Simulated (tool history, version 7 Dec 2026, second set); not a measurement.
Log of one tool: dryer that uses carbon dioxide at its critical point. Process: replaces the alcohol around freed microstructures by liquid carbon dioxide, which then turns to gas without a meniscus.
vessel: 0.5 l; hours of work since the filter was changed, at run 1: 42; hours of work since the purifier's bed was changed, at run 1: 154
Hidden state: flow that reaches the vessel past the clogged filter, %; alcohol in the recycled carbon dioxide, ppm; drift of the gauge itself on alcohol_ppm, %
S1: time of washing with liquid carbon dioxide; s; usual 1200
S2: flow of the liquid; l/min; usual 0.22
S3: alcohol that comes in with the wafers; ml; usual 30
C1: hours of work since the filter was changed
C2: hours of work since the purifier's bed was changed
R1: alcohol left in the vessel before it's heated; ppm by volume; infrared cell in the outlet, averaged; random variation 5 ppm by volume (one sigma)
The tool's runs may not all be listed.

run,day,S1,S2,S3,C1,C2,R1
1,0,1200,0.22,30,42,154,46
2,0.221,1200,0.22,30,45,156,51
3,0.546,1200,0.22,30,48,160,67
4,0.717,1200,0.22,30,50,162,54
5,0.879,1200,0.22,30,52,164,64
6,1.204,1200,0.359,30,56,168,17
7,1.567,1200,0.359,30,60,172,28
8,1.788,1200,0.359,30,62,174,19
9,2.183,1200,0.359,30,67,179,21
10,2.55,1200,0.22,30,71,183,66
11,2.9,1200,0.22,30,75,187,63
12,3.188,1200,0.22,30,78,190,58
13,3.4,900,0.22,30,81,193,240
14,3.679,1200,0.26,30,84,196,31
15,3.983,1200,0.238,30,87,199,49
16,4.379,1200,0.238,30,92,204,44
17,4.729,1200,0.238,27,96,208,43
18,4.921,1200,0.22,39,98,210,73
19,5.142,1200,0.22,30,101,213,61
20,5.388,1680,0.233,20,103,215,29
21,5.771,1440,0.186,22,108,220,51
22,6.088,1140,0.138,81,111,223,1831
23,6.458,1200,0.328,37,116,228,26
24,6.679,1200,0.328,37,118,230,34
25,6.892,1200,0.328,37,121,232,34
26,7.112,960,0.158,59,123,235,1603
27,7.383,840,0.22,117,126,238,1374
28,7.671,1440,0.157,117,129,241,416
29,7.988,840,0.349,30,133,245,55
30,8.283,840,0.349,30,136,248,48
31,8.621,840,0.349,30,140,252,59
32,8.788,1740,0.22,30,142,254,38
33,9.133,1740,0.22,30,146,258,35
34,9.35,1200,0.303,29,149,261,37
35,9.554,900,0.292,88,151,263,167
36,9.762,900,0.292,88,153,265,164
37,10.083,1800,0.201,30,157,269,29

Forecast each of these 4 alternatives for the next run:
A,10.254,720,0.305,37,159,271,?
B,10.254,1560,0.201,48,159,271,?
C,10.254,1320,0.201,30,159,271,?
D,10.254,1560,0.201,81,159,271,?

run,R1
A,222
B,50
C,61
D,57
Without the tool's hidden state the same runs would have given:
run,R1
A,152
B,17
C,23
D,21

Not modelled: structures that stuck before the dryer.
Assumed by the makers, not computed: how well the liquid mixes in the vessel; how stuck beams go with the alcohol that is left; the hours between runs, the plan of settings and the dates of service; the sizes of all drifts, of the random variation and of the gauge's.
